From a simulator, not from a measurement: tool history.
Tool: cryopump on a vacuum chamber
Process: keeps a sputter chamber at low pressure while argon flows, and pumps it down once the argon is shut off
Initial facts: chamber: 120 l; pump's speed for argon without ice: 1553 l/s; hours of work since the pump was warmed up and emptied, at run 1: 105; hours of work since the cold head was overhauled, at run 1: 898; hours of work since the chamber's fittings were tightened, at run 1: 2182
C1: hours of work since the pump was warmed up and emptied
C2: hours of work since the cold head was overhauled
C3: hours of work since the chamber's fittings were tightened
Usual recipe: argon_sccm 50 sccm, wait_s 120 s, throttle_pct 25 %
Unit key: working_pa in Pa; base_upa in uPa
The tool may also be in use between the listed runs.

run 1 hour=0 | argon_sccm=50 wait_s=120 throttle_pct=25 | C1=105 C2=898 C3=2182 | working_pa=0.2194 base_upa=1.68
run 2 hour=51.7 | argon_sccm=50 wait_s=120 throttle_pct=25 | C1=129 C2=922 C3=2206 | working_pa=0.2219 base_upa=1.68
run 3 hour=137.2 | argon_sccm=50 wait_s=120 throttle_pct=25 | C1=168 C2=961 C3=2245 | working_pa=0.221 base_upa=1.69
run 4 hour=193.9 | argon_sccm=50 wait_s=120 throttle_pct=25 | C1=194 C2=987 C3=2272 | working_pa=0.2225 base_upa=1.72
run 5 hour=279 | argon_sccm=50 wait_s=120 throttle_pct=30 | C1=234 C2=1027 C3=2311 | working_pa=0.1838 base_upa=1.68
run 6 hour=360.4 | argon_sccm=50 wait_s=106 throttle_pct=25 | C1=271 C2=1064 C3=2349 | working_pa=0.2213 base_upa=1.75
run 7 hour=439.2 | argon_sccm=50 wait_s=50 throttle_pct=25 | C1=308 C2=1101 C3=2385 | working_pa=0.2224 base_upa=2.42
run 8 hour=532 | argon_sccm=50 wait_s=50 throttle_pct=25 | C1=351 C2=1144 C3=2428 | working_pa=0.2239 base_upa=2.51
run 9 hour=614.5 | argon_sccm=50 wait_s=50 throttle_pct=25 | C1=389 C2=1182 C3=2466 | working_pa=0.2249 base_upa=2.51
run 10 hour=706.9 | argon_sccm=35 wait_s=120 throttle_pct=25 | C1=431 C2=1225 C3=2509 | working_pa=0.1578 base_upa=1.9
run 11 hour=780.5 | argon_sccm=35 wait_s=120 throttle_pct=25 | C1=465 C2=1259 C3=2543 | working_pa=0.1581 base_upa=1.86
run 12 hour=829.2 | argon_sccm=50 wait_s=120 throttle_pct=25 | C1=488 C2=1281 C3=2565 | working_pa=0.225 base_upa=1.89
run 13 hour=904.1 | argon_sccm=50 wait_s=120 throttle_pct=25 | C1=523 C2=1316 C3=2600 | working_pa=0.2278 base_upa=1.98
run 14 hour=984.3 | argon_sccm=50 wait_s=120 throttle_pct=25 | C1=560 C2=1353 C3=2637 | working_pa=0.2281 base_upa=1.95
run 15 hour=1035.1 | argon_sccm=50 wait_s=120 throttle_pct=25 | C1=583 C2=1376 C3=2660 | working_pa=0.2255 base_upa=1.97
run 16 hour=1101.6 | argon_sccm=50 wait_s=120 throttle_pct=25 | C1=614 C2=1407 C3=2691 | working_pa=0.2266 base_upa=1.97
run 17 hour=1147.3 | argon_sccm=50 wait_s=120 throttle_pct=25 | C1=635 C2=1428 C3=2712 | working_pa=0.2319 base_upa=2.09
run 18 hour=1212.9 | argon_sccm=50 wait_s=120 throttle_pct=25 | C1=665 C2=1458 C3=2743 | working_pa=0.2291 base_upa=2.08
run 19 hour=1270.1 | argon_sccm=25 wait_s=120 throttle_pct=25 | C1=692 C2=1485 C3=2769 | working_pa=0.1146 base_upa=2.15
run 20 hour=1353.2 | argon_sccm=25 wait_s=120 throttle_pct=25 | C1=730 C2=1523 C3=2807 | working_pa=0.1147 base_upa=2.16
run 21 hour=1397.1 | argon_sccm=25 wait_s=120 throttle_pct=25 | C1=750 C2=1544 C3=2828 | working_pa=0.1145 base_upa=2.22
-- hour=1428.5 pump warmed up, emptied and cooled again
run 22 hour=1470.3 | argon_sccm=25 wait_s=120 throttle_pct=25 | C1=19 C2=1575 C3=2859 | working_pa=0.1084 base_upa=1.89
-- hour=1548.9 leaking fittings of the chamber tightened, without venting
run 23 hour=1553.9 | argon_sccm=25 wait_s=97 throttle_pct=28 | C1=57 C2=1613 C3=2 | working_pa=0.0979 base_upa=0.79
run 24 hour=1606.7 | argon_sccm=25 wait_s=97 throttle_pct=28 | C1=81 C2=1637 C3=27 | working_pa=0.0982 base_upa=0.81
run 25 hour=1683.4 | argon_sccm=57 wait_s=23 throttle_pct=25 | C1=117 C2=1673 C3=62 | working_pa=0.2527 base_upa=2.8
run 26 hour=1736.6 | argon_sccm=82 wait_s=93 throttle_pct=59 | C1=141 C2=1697 C3=87 | working_pa=0.1573 base_upa=0.86
run 27 hour=1828.3 | argon_sccm=82 wait_s=93 throttle_pct=59 | C1=184 C2=1740 C3=129 | working_pa=0.1584 base_upa=0.89
run 28 hour=1879.5 | argon_sccm=82 wait_s=93 throttle_pct=59 | C1=208 C2=1763 C3=153 | working_pa=0.1588 base_upa=0.9
run 29 hour=1968.9 | argon_sccm=27 wait_s=35 throttle_pct=58 | C1=249 C2=1805 C3=194 | working_pa=0.0531 base_upa=1.95
run 30 hour=2044.9 | argon_sccm=27 wait_s=35 throttle_pct=58 | C1=284 C2=1840 C3=229 | working_pa=0.0529 base_upa=1.89
run 31 hour=2085.9 | argon_sccm=27 wait_s=92 throttle_pct=34 | C1=303 C2=1859 C3=248 | working_pa=0.0895 base_upa=0.95
run 32 hour=2169.6 | argon_sccm=27 wait_s=92 throttle_pct=34 | C1=342 C2=1897 C3=287 | working_pa=0.0895 base_upa=0.94
run 33 hour=2254.8 | argon_sccm=50 wait_s=30 throttle_pct=25 | C1=381 C2=1937 C3=326 | working_pa=0.2247 base_upa=2.24

Below, each run's measurement less what the same run would have read without the hidden state. Both values contain the same run-to-run variation, but the gauge's scatter may not be the same in both:
What the log doesn't record here: pump's speed, % of a pump's without ice; cold plate's temperature, K; leak into the chamber, uPa l/s; drift of the gauge itself on working_pa, %; drift of the gauge itself on base_upa, %.
run=1 working_pa=+0.0026 base_upa=+0.97
run=2 working_pa=+0.003 base_upa=+1
run=3 working_pa=+0.0036 base_upa=+1.02
run=4 working_pa=+0.0041 base_upa=+1.03
run=5 working_pa=+0.0045 base_upa=+1.02
run=6 working_pa=+0.0052 base_upa=+1.07
run=7 working_pa=+0.0058 base_upa=+1.11
run=8 working_pa=+0.0066 base_upa=+1.16
run=9 working_pa=+0.0072 base_upa=+1.16
run=10 working_pa=+0.0055 base_upa=+1.23
run=11 working_pa=+0.0061 base_upa=+1.25
run=12 working_pa=+0.0089 base_upa=+1.26
run=13 working_pa=+0.0097 base_upa=+1.29
run=14 working_pa=+0.0103 base_upa=+1.31
run=15 working_pa=+0.0107 base_upa=+1.33
run=16 working_pa=+0.0112 base_upa=+1.35
run=17 working_pa=+0.0119 base_upa=+1.4
run=18 working_pa=+0.0124 base_upa=+1.43
run=19 working_pa=+0.0064 base_upa=+1.46
run=20 working_pa=+0.0068 base_upa=+1.47
run=21 working_pa=+0.0071 base_upa=+1.53
run=22 working_pa=+0.0007 base_upa=+1.22
run=23 working_pa=+0.001 base_upa=+0.02
run=24 working_pa=+0.0012 base_upa=+0.03
run=25 working_pa=+0.0033 base_upa=+0.05
run=26 working_pa=+0.0054 base_upa=+0.05
run=27 working_pa=+0.0065 base_upa=+0.08
run=28 working_pa=+0.0071 base_upa=+0.08
run=29 working_pa=+0.0027 base_upa=+0.11
run=30 working_pa=+0.0029 base_upa=+0.12
run=31 working_pa=+0.0031 base_upa=+0.14
run=32 working_pa=+0.0035 base_upa=+0.15
run=33 working_pa=+0.0071 base_upa=+0.18

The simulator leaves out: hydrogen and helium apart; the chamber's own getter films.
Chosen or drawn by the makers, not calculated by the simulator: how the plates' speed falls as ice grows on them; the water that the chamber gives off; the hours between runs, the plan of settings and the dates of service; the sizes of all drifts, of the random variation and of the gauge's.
